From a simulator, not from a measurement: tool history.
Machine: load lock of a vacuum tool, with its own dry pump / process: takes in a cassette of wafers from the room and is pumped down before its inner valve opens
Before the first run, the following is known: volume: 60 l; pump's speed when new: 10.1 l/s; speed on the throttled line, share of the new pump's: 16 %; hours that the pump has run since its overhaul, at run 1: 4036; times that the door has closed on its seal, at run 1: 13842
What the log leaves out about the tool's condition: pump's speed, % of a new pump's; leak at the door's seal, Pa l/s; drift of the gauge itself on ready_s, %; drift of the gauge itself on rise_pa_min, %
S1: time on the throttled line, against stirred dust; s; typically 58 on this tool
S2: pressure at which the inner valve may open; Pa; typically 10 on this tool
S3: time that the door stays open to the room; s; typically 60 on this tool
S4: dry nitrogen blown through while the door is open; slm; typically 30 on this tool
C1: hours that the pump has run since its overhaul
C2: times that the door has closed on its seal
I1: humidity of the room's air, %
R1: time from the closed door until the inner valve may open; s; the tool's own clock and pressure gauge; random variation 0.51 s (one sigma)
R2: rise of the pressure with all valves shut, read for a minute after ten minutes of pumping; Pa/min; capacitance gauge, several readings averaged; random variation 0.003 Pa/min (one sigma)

run 1 hour=0 | S1=58 S2=10 S3=60 S4=30 | C1=4036 C2=13842 | I1=41 | R1=106.3 R2=0.084
run 2 hour=67.1 | S1=58 S2=10 S3=128 S4=30 | C1=4103 C2=14137 | I1=46.4 | R1=106.7 R2=0.105
run 3 hour=125.5 | S1=58 S2=10 S3=128 S4=30 | C1=4162 C2=14393 | I1=47.7 | R1=106.1 R2=0.104
run 4 hour=231.1 | S1=58 S2=10 S3=60 S4=45 | C1=4267 C2=14858 | I1=43.4 | R1=106.8 R2=0.087
run 5 hour=288.1 | S1=58 S2=10 S3=60 S4=45 | C1=4324 C2=15108 | I1=49.9 | R1=106.8 R2=0.096
run 6 hour=383.9 | S1=58 S2=10 S3=60 S4=30 | C1=4420 C2=15530 | I1=43.5 | R1=106.2 R2=0.099
run 7 hour=466.8 | S1=58 S2=10 S3=60 S4=34 | C1=4503 C2=15894 | I1=46.5 | R1=107.7 R2=0.098
run 8 hour=536.9 | S1=58 S2=10 S3=60 S4=34 | C1=4573 C2=16202 | I1=46.6 | R1=108.6 R2=0.099
run 9 hour=581.4 | S1=58 S2=10 S3=60 S4=34 | C1=4618 C2=16398 | I1=43.1 | R1=106.6 R2=0.1
run 10 hour=664.4 | S1=58 S2=10 S3=60 S4=30 | C1=4701 C2=16763 | I1=43.3 | R1=107.7 R2=0.109
run 11 hour=710.2 | S1=58 S2=10 S3=60 S4=30 | C1=4747 C2=16964 | I1=45.6 | R1=107.7 R2=0.108
run 12 hour=762.1 | S1=58 S2=10 S3=60 S4=30 | C1=4798 C2=17192 | I1=46.3 | R1=107.4 R2=0.113
run 13 hour=863.1 | S1=58 S2=10 S3=60 S4=22 | C1=4899 C2=17636 | I1=48.7 | R1=106.9 R2=0.115
run 14 hour=954 | S1=58 S2=10 S3=60 S4=30 | C1=4990 C2=18036 | I1=48.4 | R1=107.7 R2=0.114
run 15 hour=1054.6 | S1=58 S2=10 S3=60 S4=30 | C1=5091 C2=18478 | I1=45.3 | R1=108.3 R2=0.116
run 16 hour=1112.1 | S1=58 S2=10 S3=60 S4=30 | C1=5148 C2=18731 | I1=42.1 | R1=107.7 R2=0.12
run 17 hour=1205.9 | S1=58 S2=10 S3=60 S4=30 | C1=5242 C2=19144 | I1=46 | R1=107.3 R2=0.118
run 18 hour=1254 | S1=58 S2=10 S3=60 S4=30 | C1=5290 C2=19355 | I1=46.6 | R1=107.6 R2=0.132
run 19 hour=1324.8 | S1=58 S2=10 S3=60 S4=37 | C1=5361 C2=19666 | I1=45.3 | R1=107.3 R2=0.13
run 20 hour=1405.8 | S1=58 S2=14 S3=60 S4=12 | C1=5442 C2=20022 | I1=42.1 | R1=105.3 R2=0.136
run 21 hour=1466.8 | S1=85 S2=12 S3=56 S4=7 | C1=5503 C2=20291 | I1=43.9 | R1=127.8 R2=0.141
run 22 hour=1520.2 | S1=85 S2=12 S3=56 S4=7 | C1=5557 C2=20525 | I1=44.7 | R1=129 R2=0.151
run 23 hour=1579.3 | S1=85 S2=12 S3=56 S4=7 | C1=5616 C2=20785 | I1=43.3 | R1=128.8 R2=0.145
run 24 hour=1679 | S1=32 S2=10 S3=60 S4=30 | C1=5715 C2=21224 | I1=46.9 | R1=86.6 R2=0.146
run 25 hour=1774.4 | S1=32 S2=10 S3=32 S4=11 | C1=5811 C2=21643 | I1=45.8 | R1=87.1 R2=0.145
run 26 hour=1861.8 | S1=40 S2=8 S3=166 S4=4 | C1=5898 C2=22027 | I1=46.3 | R1=95.5 R2=0.202
run 27 hour=1938 | S1=83 S2=15 S3=75 S4=12 | C1=5974 C2=22362 | I1=43.5 | R1=125.9 R2=0.166
run 28 hour=2032 | S1=83 S2=15 S3=75 S4=44 | C1=6068 C2=22776 | I1=45 | R1=125.9 R2=0.148
run 29 hour=2090.8 | S1=83 S2=15 S3=75 S4=44 | C1=6127 C2=23034 | I1=43.8 | R1=126.7 R2=0.154
run 30 hour=2144.9 | S1=94 S2=10 S3=60 S4=30 | C1=6181 C2=23272 | I1=43.6 | R1=137.4 R2=0.165
run 31 hour=2191.4 | S1=62 S2=18 S3=36 S4=14 | C1=6228 C2=23477 | I1=47.4 | R1=108.2 R2=0.165
run 32 hour=2281 | S1=62 S2=18 S3=36 S4=14 | C1=6317 C2=23870 | I1=41.8 | R1=107.4 R2=0.159
run 33 hour=2387.6 | S1=62 S2=18 S3=36 S4=14 | C1=6424 C2=24339 | I1=45.9 | R1=107.4 R2=0.167
run 34 hour=2456.9 | S1=62 S2=18 S3=36 S4=14 | C1=6493 C2=24644 | I1=43.3 | R1=107 R2=0.168
run 35 hour=2535.8 | S1=58 S2=10 S3=74 S4=28 | C1=6572 C2=24991 | I1=44.9 | R1=108.9 R2=0.177
run 36 hour=2632.8 | S1=106 S2=10 S3=150 S4=5 | C1=6669 C2=25417 | I1=41.5 | R1=148.8 R2=0.218
run 37 hour=2690.6 | S1=58 S2=12 S3=60 S4=30 | C1=6727 C2=25671 | I1=44.7 | R1=106.3 R2=0.178

How would selected steps in R1 from run to run divide? Give the signed amount a tool lacking its hidden state would still show from settings, what came in and random variation, and the signed amount left for the hidden state, including any gauge scatter that is not in both of the compared results.
Run 23 -> 24: S1 85 -> 32, S2 12 -> 10, S3 56 -> 60, S4 7 -> 30. R1 -42.2 s: hidden state +0.9, all else -43.1.
Run 26 -> 27: S1 40 -> 83, S2 8 -> 15, S3 166 -> 75, S4 4 -> 12. R1 +30.4 s: hidden state -1.1, all else +31.5.
Run 35 -> 36: S1 58 -> 106, S3 74 -> 150, S4 28 -> 5. R1 +39.9 s: hidden state -0.8, all else +40.7.
Run 36 -> 37: S1 106 -> 58, S2 10 -> 12, S3 150 -> 60, S4 5 -> 30. R1 -42.5 s: hidden state +0.7, all else -43.2.

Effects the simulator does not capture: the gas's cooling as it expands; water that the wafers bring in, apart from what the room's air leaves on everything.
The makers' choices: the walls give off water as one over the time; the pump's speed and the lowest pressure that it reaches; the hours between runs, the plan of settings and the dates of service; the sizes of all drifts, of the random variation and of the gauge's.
